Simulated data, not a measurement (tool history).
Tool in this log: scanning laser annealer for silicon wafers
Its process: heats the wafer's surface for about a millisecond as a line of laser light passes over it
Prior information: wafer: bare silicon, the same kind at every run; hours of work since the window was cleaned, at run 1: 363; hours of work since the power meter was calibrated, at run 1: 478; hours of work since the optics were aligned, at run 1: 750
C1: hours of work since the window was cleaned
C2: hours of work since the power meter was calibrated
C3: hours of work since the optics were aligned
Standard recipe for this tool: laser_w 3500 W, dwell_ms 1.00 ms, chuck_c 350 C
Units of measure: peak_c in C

run 1 hour=0.0 | laser_w=3500 dwell_ms=1.00 chuck_c=350 | C1=363 C2=478 C3=750 | peak_c=1094
run 2 hour=38.3 | laser_w=3500 dwell_ms=1.00 chuck_c=350 | C1=392 C2=506 C3=778 | peak_c=1094
run 3 hour=54.5 | laser_w=3500 dwell_ms=1.00 chuck_c=350 | C1=403 C2=518 C3=790 | peak_c=1089
run 4 hour=87.9 | laser_w=3500 dwell_ms=1.17 chuck_c=350 | C1=428 C2=542 C3=815 | peak_c=1149
run 5 hour=105.1 | laser_w=3500 dwell_ms=0.85 chuck_c=350 | C1=441 C2=555 C3=827 | peak_c=1038
run 6 hour=142.9 | laser_w=3500 dwell_ms=1.00 chuck_c=351 | C1=469 C2=583 C3=855 | peak_c=1086
run 7 hour=172.7 | laser_w=3500 dwell_ms=1.00 chuck_c=351 | C1=490 C2=605 C3=877 | peak_c=1084
-- hour=188.3 window over the wafer cleaned
run 8 hour=207.2 | laser_w=3500 dwell_ms=1.00 chuck_c=350 | C1=14 C2=629 C3=901 | peak_c=1125
run 9 hour=240.4 | laser_w=3500 dwell_ms=1.02 chuck_c=350 | C1=38 C2=653 C3=926 | peak_c=1131
run 10 hour=262.7 | laser_w=3500 dwell_ms=1.00 chuck_c=348 | C1=55 C2=669 C3=942 | peak_c=1120
run 11 hour=290.3 | laser_w=3500 dwell_ms=1.00 chuck_c=348 | C1=75 C2=690 C3=962 | peak_c=1116
run 12 hour=314.3 | laser_w=3500 dwell_ms=0.74 chuck_c=350 | C1=93 C2=708 C3=980 | peak_c=1013
run 13 hour=340.5 | laser_w=3772 dwell_ms=1.00 chuck_c=350 | C1=112 C2=727 C3=999 | peak_c=1175
run 14 hour=359.1 | laser_w=3500 dwell_ms=0.82 chuck_c=350 | C1=126 C2=740 C3=1013 | peak_c=1042
run 15 hour=396.6 | laser_w=3500 dwell_ms=0.82 chuck_c=350 | C1=153 C2=768 C3=1041 | peak_c=1042
run 16 hour=414.7 | laser_w=3500 dwell_ms=0.82 chuck_c=350 | C1=167 C2=781 C3=1054 | peak_c=1037
run 17 hour=442.2 | laser_w=3500 dwell_ms=0.82 chuck_c=350 | C1=187 C2=802 C3=1074 | peak_c=1041
run 18 hour=474.9 | laser_w=3500 dwell_ms=1.19 chuck_c=350 | C1=211 C2=826 C3=1098 | peak_c=1169
run 19 hour=496.2 | laser_w=3500 dwell_ms=1.00 chuck_c=350 | C1=227 C2=841 C3=1114 | peak_c=1104
run 20 hour=534.8 | laser_w=3500 dwell_ms=1.00 chuck_c=350 | C1=255 C2=870 C3=1142 | peak_c=1100
run 21 hour=571.7 | laser_w=3500 dwell_ms=1.00 chuck_c=360 | C1=282 C2=897 C3=1169 | peak_c=1106
run 22 hour=603.3 | laser_w=3798 dwell_ms=1.14 chuck_c=373 | C1=305 C2=920 C3=1193 | peak_c=1230
run 23 hour=628.3 | laser_w=3198 dwell_ms=1.00 chuck_c=350 | C1=324 C2=939 C3=1211 | peak_c=1030
run 24 hour=666.9 | laser_w=3345 dwell_ms=1.00 chuck_c=328 | C1=352 C2=967 C3=1240 | peak_c=1036
run 25 hour=685.4 | laser_w=3060 dwell_ms=0.87 chuck_c=328 | C1=366 C2=981 C3=1253 | peak_c=934
run 26 hour=720.8 | laser_w=2977 dwell_ms=0.86 chuck_c=378 | C1=392 C2=1007 C3=1279 | peak_c=957
run 27 hour=748.5 | laser_w=3500 dwell_ms=1.04 chuck_c=367 | C1=412 C2=1027 C3=1300 | peak_c=1115
run 28 hour=773.7 | laser_w=3500 dwell_ms=1.00 chuck_c=329 | C1=431 C2=1046 C3=1318 | peak_c=1058
run 29 hour=794.0 | laser_w=3316 dwell_ms=0.89 chuck_c=328 | C1=446 C2=1061 C3=1333 | peak_c=983

For run 30, what comes out?
run 30 hour=811.5 | laser_w=3346 dwell_ms=1.10 chuck_c=352 | C1=459 C2=1073 C3=1346 | peak_c=?

{"run 30": {"peak_c": 1080}}
Were there no unlogged condition in the tool, this run, its random variation unchanged, would have produced peak_c 1137 C.

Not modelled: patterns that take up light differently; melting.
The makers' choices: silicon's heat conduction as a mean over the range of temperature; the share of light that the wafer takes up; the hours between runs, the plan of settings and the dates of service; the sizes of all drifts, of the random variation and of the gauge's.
